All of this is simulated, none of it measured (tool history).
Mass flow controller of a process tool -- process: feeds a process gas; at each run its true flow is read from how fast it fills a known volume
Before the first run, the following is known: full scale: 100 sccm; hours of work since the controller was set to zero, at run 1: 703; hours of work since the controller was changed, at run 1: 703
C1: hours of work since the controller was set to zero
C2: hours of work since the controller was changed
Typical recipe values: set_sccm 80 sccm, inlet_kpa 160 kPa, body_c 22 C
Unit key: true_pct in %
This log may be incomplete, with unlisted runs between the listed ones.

{"run": 1, "hour": 0.0, "set_sccm": 80, "inlet_kpa": 160, "body_c": 22, "C1": 703, "C2": 703, "true_pct": 99.73}
{"run": 2, "hour": 46.1, "set_sccm": 80, "inlet_kpa": 160, "body_c": 39, "C1": 720, "C2": 720, "true_pct": 98.55}
{"run": 3, "hour": 116.4, "set_sccm": 80, "inlet_kpa": 160, "body_c": 22, "C1": 745, "C2": 745, "true_pct": 99.69}
{"run": 4, "hour": 193.3, "set_sccm": 80, "inlet_kpa": 160, "body_c": 37, "C1": 774, "C2": 774, "true_pct": 98.36}
{"run": 5, "hour": 228.6, "set_sccm": 80, "inlet_kpa": 160, "body_c": 22, "C1": 787, "C2": 787, "true_pct": 99.43}
{"run": 6, "hour": 285.0, "set_sccm": 80, "inlet_kpa": 160, "body_c": 40, "C1": 807, "C2": 807, "true_pct": 97.85}
{"run": 7, "hour": 366.1, "set_sccm": 13, "inlet_kpa": 261, "body_c": 24, "C1": 837, "C2": 837, "true_pct": 96.84}
{"run": 8, "hour": 415.7, "set_sccm": 27, "inlet_kpa": 210, "body_c": 30, "C1": 856, "C2": 856, "true_pct": 96.94}
{"run": 9, "hour": 472.3, "set_sccm": 86, "inlet_kpa": 210, "body_c": 30, "C1": 876, "C2": 876, "true_pct": 98.1}
{"run": 10, "hour": 544.2, "set_sccm": 86, "inlet_kpa": 210, "body_c": 30, "C1": 903, "C2": 903, "true_pct": 97.95}
{"run": 11, "hour": 594.9, "set_sccm": 86, "inlet_kpa": 210, "body_c": 30, "C1": 921, "C2": 921, "true_pct": 97.78}
{"run": 12, "hour": 633.8, "set_sccm": 86, "inlet_kpa": 210, "body_c": 30, "C1": 936, "C2": 936, "true_pct": 97.65}

Alternative continuations, all from the tool just after run 12; predict every row:
{"run": "A", "hour": 698.3, "set_sccm": 86, "inlet_kpa": 210, "body_c": 34, "C1": 960, "C2": 960, "true_pct": "?"}
{"run": "B", "hour": 698.3, "set_sccm": 18, "inlet_kpa": 159, "body_c": 27, "C1": 960, "C2": 960, "true_pct": "?"}
{"run": "C", "hour": 698.3, "set_sccm": 86, "inlet_kpa": 183, "body_c": 35, "C1": 960, "C2": 960, "true_pct": "?"}

run=A true_pct=97.38
run=B true_pct=96.53
run=C true_pct=97.38
With no hidden state in the tool, these same runs would have given:
run=A true_pct=99.09
run=B true_pct=98.23
run=C true_pct=99.09
